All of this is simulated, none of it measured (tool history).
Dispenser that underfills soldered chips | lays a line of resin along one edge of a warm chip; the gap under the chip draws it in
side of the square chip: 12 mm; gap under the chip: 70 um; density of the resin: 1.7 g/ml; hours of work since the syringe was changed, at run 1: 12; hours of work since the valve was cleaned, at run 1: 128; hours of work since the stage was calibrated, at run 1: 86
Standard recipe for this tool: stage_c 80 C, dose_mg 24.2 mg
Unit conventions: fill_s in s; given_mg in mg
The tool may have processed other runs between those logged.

run   hour  stage_c  dose_mg  hours of work since the syringe was changed  hours of work since the valve was cleaned  hours of work since the stage was calibrated  fill_s  given_mg
  1      0       80     24.2                                           12                                        128                                            86   262.1     22.96
         1  -- new syringe of resin
  2    6.8       80     24.2                                            3                                        131                                            90   129.7     22.99
  3   13.1       80     30.9                                            7                                        135                                            94   174.7     29.14
      21.3  -- new syringe of resin
  4   22.5       80     30.9                                            1                                        141                                            99    94.9     29.17
  5   27.5       80     30.9                                            4                                        144                                           102   125.7     29.07
      29.3  -- dispensing valve cleaned and set on the balance
  6   34.5       80     30.9                                            7                                          3                                           106     170     30.87
      42.8  -- new syringe of resin
  7   42.8       80     30.9                                            0                                          8                                           111    93.6     30.82
  8   48.5       91     30.9                                            3                                         11                                           114    90.7     30.59
  9   53.7       80     24.2                                            7                                         15                                           117   164.1     24.07
 10     61       80     24.2                                           11                                         19                                           122   241.6     23.92
      63.1  -- new syringe of resin
 11   70.1       80     24.2                                            4                                         24                                           127   134.7     23.95
 12   74.4       80     24.2                                            7                                         27                                           130   168.4        24
 13   80.4       89     24.2                                           10                                         31                                           133   179.2     23.94
      83.5  -- new syringe of resin
 14   90.7       89     24.2                                            4                                         37                                           139     108     23.71
 15   95.4       80     24.2                                            7                                         40                                           142   175.6     23.83
 16    102       80       29                                           11                                         44                                           146   240.5     28.59
     103.8  -- new syringe of resin
 17  107.7       80       29                                            2                                         47                                           150     113     28.33
 18    112       80       29                                            5                                         49                                           152   141.2     28.38
 19  117.8       66     27.3                                            9                                         53                                           156   289.8     27.11
     123.9  -- new syringe of resin
 20  123.9       66     28.1                                            0                                         56                                           159   142.3     27.27
 21  132.3       88     26.3                                            5                                         62                                           164   113.1     25.53
 22  142.2       88       25                                           11                                         68                                           170   195.6     24.25
     144.6  -- new syringe of resin
 23  147.3       88       25                                            2                                         70                                           173    87.4     24.26
 24  152.5       88     22.7                                            5                                         74                                           176   114.9     21.95
 25  161.3       88     22.7                                           10                                         79                                           182   185.1     21.92
     164.8  -- new syringe of resin
 26  170.2       68     28.5                                            3                                         84                                           187   172.3     27.53
 27  175.2       68     30.5                                            6                                         87                                           190   221.4     29.15
 28  179.4       82     20.9                                            9                                         90                                           192   192.8     19.98
     185.1  -- new syringe of resin
 29  186.1       82     20.9                                            1                                         94                                           196    98.3     19.98
 30  193.5       66     22.6                                            5                                         98                                           201   233.7      21.5
 31  203.6       66     22.6                                           11                                        104                                           207   390.3     21.51
     205.2  -- new syringe of resin
 32  210.8       76     24.2                                            3                                        108                                           211   144.4      23.1
 33  219.3       80     29.9                                            9                                        114                                           216   185.7     28.43
     225.8  -- new syringe of resin
 34  229.7       82     21.6                                            2                                        120                                           222   114.1     20.52
 35  235.6       82     21.6                                            6                                        123                                           226   153.7     20.51

Consider 4 possible next runs. They are alternatives, not a sequence: every one starts from the tool as it was left by run 35. What does each give?
  A  242.1       94     27.7                                           10                                        127                                           230       ?         ?
  B  242.1       82     29.2                                           10                                        127                                           230       ?         ?
  C  242.1       89     28.5                                           10                                        127                                           230       ?         ?
  D  242.1       82       22                                           10                                        127                                           230       ?         ?

run  fill_s  given_mg
  A     144     26.18
  B   198.7     27.57
  C   164.5     26.82
  D   208.1     20.93
Had the tool no hidden state, the same runs would have come out as:
run  fill_s  given_mg
  A    64.4     27.71
  B    89.1     29.19
  C    73.6     28.39
  D    91.9     22.15
